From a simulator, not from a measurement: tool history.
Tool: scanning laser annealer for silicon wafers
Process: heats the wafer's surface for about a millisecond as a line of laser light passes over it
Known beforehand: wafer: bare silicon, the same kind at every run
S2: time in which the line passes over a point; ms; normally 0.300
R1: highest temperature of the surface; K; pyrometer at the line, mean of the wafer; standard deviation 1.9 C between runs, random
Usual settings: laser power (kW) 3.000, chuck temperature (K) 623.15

run 1 hour=0.0 | laser_power_(kW)=3.000 S2=0.300 chuck_temperature_(K)=623.15 | R1=1377.15
run 2 hour=13.1 | laser_power_(kW)=3.000 S2=0.300 chuck_temperature_(K)=623.15 | R1=1377.15
run 3 hour=30.9 | laser_power_(kW)=3.000 S2=0.300 chuck_temperature_(K)=623.15 | R1=1372.15
run 4 hour=51.0 | laser_power_(kW)=3.000 S2=0.300 chuck_temperature_(K)=623.15 | R1=1375.15
run 5 hour=61.5 | laser_power_(kW)=3.000 S2=0.300 chuck_temperature_(K)=623.15 | R1=1373.15
run 6 hour=75.7 | laser_power_(kW)=3.000 S2=0.300 chuck_temperature_(K)=623.15 | R1=1372.15
-- hour=79.2 window over the wafer cleaned
run 7 hour=94.7 | laser_power_(kW)=3.000 S2=0.300 chuck_temperature_(K)=623.15 | R1=1368.15
run 8 hour=111.2 | laser_power_(kW)=3.000 S2=0.300 chuck_temperature_(K)=623.15 | R1=1365.15
run 9 hour=122.8 | laser_power_(kW)=3.000 S2=0.263 chuck_temperature_(K)=623.15 | R1=1326.15
run 10 hour=134.0 | laser_power_(kW)=3.000 S2=0.263 chuck_temperature_(K)=623.15 | R1=1327.15
-- hour=148.3 window over the wafer cleaned, once more
run 11 hour=154.2 | laser_power_(kW)=3.000 S2=0.229 chuck_temperature_(K)=625.15 | R1=1311.15
run 12 hour=172.4 | laser_power_(kW)=3.000 S2=0.229 chuck_temperature_(K)=625.15 | R1=1312.15

What will run 13 give?
run 13 hour=192.6 | laser_power_(kW)=2.770 S2=0.315 chuck_temperature_(K)=623.15 | R1=?

{"run 13": {"R1": 1348.15}}
Were there no unlogged condition in the tool, this run, its random variation unchanged, would have produced R1 1356.15 K.
